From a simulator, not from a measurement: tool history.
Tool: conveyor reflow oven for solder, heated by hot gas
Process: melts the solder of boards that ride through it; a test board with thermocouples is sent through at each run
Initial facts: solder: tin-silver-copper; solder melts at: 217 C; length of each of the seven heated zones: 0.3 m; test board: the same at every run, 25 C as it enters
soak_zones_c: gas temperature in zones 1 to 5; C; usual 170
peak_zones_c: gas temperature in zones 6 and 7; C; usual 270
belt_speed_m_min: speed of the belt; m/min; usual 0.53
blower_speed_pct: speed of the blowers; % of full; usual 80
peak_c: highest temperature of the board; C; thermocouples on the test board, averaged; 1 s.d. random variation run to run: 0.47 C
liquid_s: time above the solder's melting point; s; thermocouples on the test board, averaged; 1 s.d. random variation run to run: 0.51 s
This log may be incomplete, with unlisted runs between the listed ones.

run,hour,soak_zones_c,peak_zones_c,belt_speed_m_min,blower_speed_pct,peak_c,liquid_s
1,0,170,270,0.53,80,253.3,51
2,8.5,170,270,0.53,80,254,50.4
3,18.6,170,270,0.53,80,253.3,51
4,26.6,170,270,0.53,80,253.9,51
5,35.8,170,270,0.53,80,253.7,51
6,46.2,170,260,0.53,80,244.5,44.7
7,57.1,170,260,0.53,80,243.8,45.1
8,67.4,170,269,0.53,80,252.4,49.5
9,75.7,170,269,0.53,80,252.4,49.9
10,89.9,170,270,0.53,81,253.2,51.1
11,103.2,170,270,0.546,80,252.5,47.7
12,116,170,270,0.546,80,251.3,47.8
13,127.2,170,270,0.546,80,251.6,48
14,133.6,170,270,0.546,80,252,47.7
15,147.3,170,270,0.482,80,255.2,57.6
16,157.5,170,284,0.528,80,265.8,57
17,170.3,184,260,0.557,80,244.9,47.4
18,179,183,271,0.575,81,253.5,49.9
19,193.7,184,264,0.53,80,249.4,53.9
20,204,162,276,0.53,80,256.8,50.2
21,215.4,182,270,0.53,80,254.3,55.3
22,225.6,177,271,0.53,80,254.4,52.9
23,239.4,177,271,0.53,80,254.8,53.4
24,248.9,170,264,0.583,80,243.5,40.1
25,258.1,176,264,0.435,80,253.4,64.9
26,267.8,170,270,0.53,82,252,49.9
27,275.5,170,280,0.639,85,255.1,42.2
28,286.9,170,268,0.53,80,250.4,49.3
29,298.4,159,270,0.463,80,255,57.3
30,307.1,159,270,0.463,80,254.7,57.6

Below, some changes in peak_c between adjacent runs. For each, the amount present without the hidden state too (settings, incoming material, random variation) and the amount remaining for the hidden state with gauge scatter not shared by both compared results:
What the log doesn't record here: heat that the gas passes to the board, % of a clean oven's; belt's true speed, % of the reading; true gas temperature in zones 6 and 7 over the reading, C; drift of the gauge itself on peak_c, C; drift of the gauge itself on liquid_s, %.
Run 15 -> 16: peak_zones_c 270 -> 284, belt_speed_m_min 0.482 -> 0.528. peak_c +10.6 C: hidden state -0.2, all else +10.8.
Run 16 -> 17: soak_zones_c 170 -> 184, peak_zones_c 284 -> 260, belt_speed_m_min 0.528 -> 0.557. peak_c -20.9 C: hidden state +0.2, all else -21.1.
Run 19 -> 20: soak_zones_c 184 -> 162, peak_zones_c 264 -> 276. peak_c +7.4 C: hidden state -0.5, all else +7.9.
Run 23 -> 24: soak_zones_c 177 -> 170, peak_zones_c 271 -> 264, belt_speed_m_min 0.53 -> 0.583. peak_c -11.3 C: hidden state -0.2, all else -11.1.
Run 24 -> 25: soak_zones_c 170 -> 176, belt_speed_m_min 0.583 -> 0.435. peak_c +9.9 C: hidden state +0.5, all else +9.4.
Run 25 -> 26: soak_zones_c 176 -> 170, peak_zones_c 264 -> 270, belt_speed_m_min 0.435 -> 0.53, blower_speed_pct 80 -> 82. peak_c -1.4 C: hidden state -0.6, all else -0.8.
